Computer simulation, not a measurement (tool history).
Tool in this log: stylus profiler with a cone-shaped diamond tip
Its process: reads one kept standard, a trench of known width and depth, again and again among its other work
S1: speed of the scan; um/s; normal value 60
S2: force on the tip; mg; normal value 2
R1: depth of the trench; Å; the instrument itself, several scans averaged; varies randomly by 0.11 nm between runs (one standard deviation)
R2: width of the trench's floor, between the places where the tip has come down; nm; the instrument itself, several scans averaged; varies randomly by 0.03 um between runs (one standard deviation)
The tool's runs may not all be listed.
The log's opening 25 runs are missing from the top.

| run | day | S1 | S2 | R1 | R2 |
|---|---|---|---|---|---|
| 26 | 24.912 | 64 | 0.83 | 2034.6 | 27550 |
| 27 | 25.992 | 67 | 0.68 | 2033.7 | 27540 |
|  | 26.783 | height scale calibrated on a step standard, once more |
| 28 | 27.479 | 23 | 3.59 | 2043.5 | 27790 |
| 29 | 28.35 | 15 | 5.18 | 2053.9 | 27850 |
| 30 | 29.842 | 15 | 5.18 | 2054.4 | 27840 |
| 31 | 30.583 | 15 | 5.18 | 2053 | 27810 |
| 32 | 31.675 | 15 | 5.18 | 2054.1 | 27800 |
| 33 | 32.962 | 60 | 4.69 | 2053.6 | 27760 |
| 34 | 34.271 | 111 | 2.22 | 2034.3 | 27420 |
| 35 | 35.671 | 111 | 2.22 | 2032.8 | 27460 |
| 36 | 36.625 | 111 | 2.22 | 2031.9 | 27520 |
| 37 | 37.388 | 56 | 0.67 | 2016.4 | 27470 |
| 38 | 38.008 | 142 | 2.24 | 2032.8 | 27360 |

Run 39 has not been measured yet. What should we expect?
| 39 | 39.262 | 25 | 0.68 | ? | ? |

R1: 2016.4 Å
R2: 27670 nm
Had the tool carried no hidden state, the very same run would have given R1 2014.6 Å, R2 28080 nm.
